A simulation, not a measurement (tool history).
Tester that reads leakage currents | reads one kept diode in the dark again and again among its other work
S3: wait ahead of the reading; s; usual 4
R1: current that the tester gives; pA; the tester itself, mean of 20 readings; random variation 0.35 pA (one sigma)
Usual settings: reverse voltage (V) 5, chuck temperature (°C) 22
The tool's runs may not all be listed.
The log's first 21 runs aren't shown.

{"run": 22, "hour": 1325.4, "reverse voltage (V)": 9.63, "chuck temperature (°C)": 45, "S3": 0.38, "R1": 715.33}
{"run": 23, "hour": 1401.6, "reverse voltage (V)": 1.73, "chuck temperature (°C)": 22, "S3": 4.16, "R1": 78.59}
{"run": 24, "hour": 1474.2, "reverse voltage (V)": 1.73, "chuck temperature (°C)": 22, "S3": 4.16, "R1": 79}
{"run": 25, "hour": 1521.2, "reverse voltage (V)": 18.36, "chuck temperature (°C)": 53, "S3": 4.16, "R1": 1466.74}
{"run": 26, "hour": 1570.3, "reverse voltage (V)": 5, "chuck temperature (°C)": 22, "S3": 3.43, "R1": 114.58}
{"run": 27, "hour": 1631.4, "reverse voltage (V)": 5, "chuck temperature (°C)": 22, "S3": 3.43, "R1": 114.59}
{"run": 28, "hour": 1698.5, "reverse voltage (V)": 19.09, "chuck temperature (°C)": 33, "S3": 7.09, "R1": 405.75}
{"hour": 1719.6, "done": "probe card cleaned and baked"}
{"run": 29, "hour": 1780.6, "reverse voltage (V)": 9.07, "chuck temperature (°C)": 59, "S3": 4.82, "R1": 1633.98}
{"run": 30, "hour": 1861.6, "reverse voltage (V)": 9.07, "chuck temperature (°C)": 59, "S3": 4.82, "R1": 1634.5}
{"run": 31, "hour": 1930.1, "reverse voltage (V)": 9.07, "chuck temperature (°C)": 59, "S3": 4.82, "R1": 1626.74}
{"run": 32, "hour": 2014.8, "reverse voltage (V)": 1.22, "chuck temperature (°C)": 40, "S3": 4, "R1": 245.75}
{"run": 33, "hour": 2074.0, "reverse voltage (V)": 12.63, "chuck temperature (°C)": 20, "S3": 2.65, "R1": 137.14}
{"run": 34, "hour": 2142.5, "reverse voltage (V)": 4.66, "chuck temperature (°C)": 22, "S3": 0.42, "R1": 114.56}
{"run": 35, "hour": 2226.3, "reverse voltage (V)": 4.66, "chuck temperature (°C)": 22, "S3": 0.42, "R1": 115.54}
{"hour": 2261.7, "done": "chuck's temperature calibrated"}
{"run": 36, "hour": 2272.7, "reverse voltage (V)": 4.86, "chuck temperature (°C)": 28, "S3": 2.48, "R1": 176.79}
{"run": 37, "hour": 2362.0, "reverse voltage (V)": 4.86, "chuck temperature (°C)": 28, "S3": 2.48, "R1": 176.81}
{"run": 38, "hour": 2431.3, "reverse voltage (V)": 8.06, "chuck temperature (°C)": 50, "S3": 4.52, "R1": 907.51}
{"run": 39, "hour": 2497.5, "reverse voltage (V)": 5.58, "chuck temperature (°C)": 50, "S3": 2.81, "R1": 801.37}
{"run": 40, "hour": 2570.2, "reverse voltage (V)": 5.69, "chuck temperature (°C)": 35, "S3": 1.24, "R1": 304.57}

3 ways to go on from here, each from the tool as it stands after run 40. What would each give?
{"run": "A", "hour": 2661.7, "reverse voltage (V)": 5.69, "chuck temperature (°C)": 33, "S3": 7.55, "R1": "?"}
{"run": "B", "hour": 2661.7, "reverse voltage (V)": 6.33, "chuck temperature (°C)": 35, "S3": 0.34, "R1": "?"}
{"run": "C", "hour": 2661.7, "reverse voltage (V)": 5.69, "chuck temperature (°C)": 31, "S3": 1.24, "R1": "?"}

run=A R1=263.81
run=B R1=319.42
run=C R1=231.07
Without the tool's hidden state the same runs would have given:
run=A R1=263.77
run=B R1=319.38
run=C R1=231.02
